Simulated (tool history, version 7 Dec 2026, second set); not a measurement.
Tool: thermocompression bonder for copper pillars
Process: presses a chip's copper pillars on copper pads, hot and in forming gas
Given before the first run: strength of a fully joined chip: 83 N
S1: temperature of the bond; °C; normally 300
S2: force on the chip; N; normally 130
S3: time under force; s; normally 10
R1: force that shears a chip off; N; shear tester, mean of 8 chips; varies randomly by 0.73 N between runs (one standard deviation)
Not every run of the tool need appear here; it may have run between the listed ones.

run	hour	S1	S2	S3	R1
1	0	300	130	10	47.8
2	34.2	300	130	10	49.3
3	63.3	300	85	10	36.9
4	101.8	300	85	10	37.7
5	124.4	300	85	10	36.9
6	160.9	300	85	10	37.4
7	199.1	300	85	10	35.6
8	238.8	300	85	10	36.4
9	278.5	300	85	10	36.4
10	302.3	300	85	10	35.7
11	337.9	300	85	10	35.8
12	364.3	300	85	10	35.1
13	392.7	300	130	10	45.1
14	430.2	297	130	10	48.6
15	471.6	300	96	10	42.7
16	524.1	300	130	10	48.2
17	551.3	300	130	10	48.8
18	584.2	300	130	10	47.2
19	624.1	300	130	10	47.1
20	648	300	130	10	46.9
21	692.7	300	130	10	47.1
22	732.5	300	109	8	39.2
23	773.4	305	162	15	59.8
24	816.5	286	130	27	52.4
25	865.6	325	110	11	52.7
26	915.7	296	187	12	52.9
27	952.3	296	187	12	53.5
28	980.3	296	151	12	48.1
29	1023.8	296	151	12	46.3
30	1053.7	296	151	12	46.4
31	1078.2	296	151	12	48
32	1113.2	282	151	12	40.7
33	1150.2	314	153	21	61
34	1192	314	153	11	52.3
35	1240	314	153	11	57.1
36	1266.2	314	134	11	52
37	1317.9	314	134	11	58.5
38	1348.9	314	134	11	58.2

Put back what was entered between runs (3 entries, withheld): which listed runs does each sit between, and how does the hidden state differ from the listed run before to the listed run after?
Between runs 13 and 14: forming gas filter changed (hour 401)
  true temperature of the bond over the reading, C: -4.4 -> -4.7; force that reaches the chip, % of what is set: 95.9 -> 95.8; oxide that the forming gas leaves, % of the face: 11.41 -> 0.91
  measured value less the no-hidden-state value, R1: -8.4 -> -3.4 N
Between runs 34 and 35: heater calibrated with a thermocouple chip (hour 1230.3)
  true temperature of the bond over the reading, C: -11.9 -> 1.4; force that reaches the chip, % of what is set: 94.5 -> 94.4; oxide that the forming gas leaves, % of the face: 10.67 -> 11.27
  measured value less the no-hidden-state value, R1: -12.1 -> -7.8 N
Between runs 36 and 37: forming gas filter changed (hour 1274.2)
  true temperature of the bond over the reading, C: 1.2 -> 0.7; oxide that the forming gas leaves, % of the face: 11.61 -> 1.2
  measured value less the no-hidden-state value, R1: -7.7 -> -1.7 N

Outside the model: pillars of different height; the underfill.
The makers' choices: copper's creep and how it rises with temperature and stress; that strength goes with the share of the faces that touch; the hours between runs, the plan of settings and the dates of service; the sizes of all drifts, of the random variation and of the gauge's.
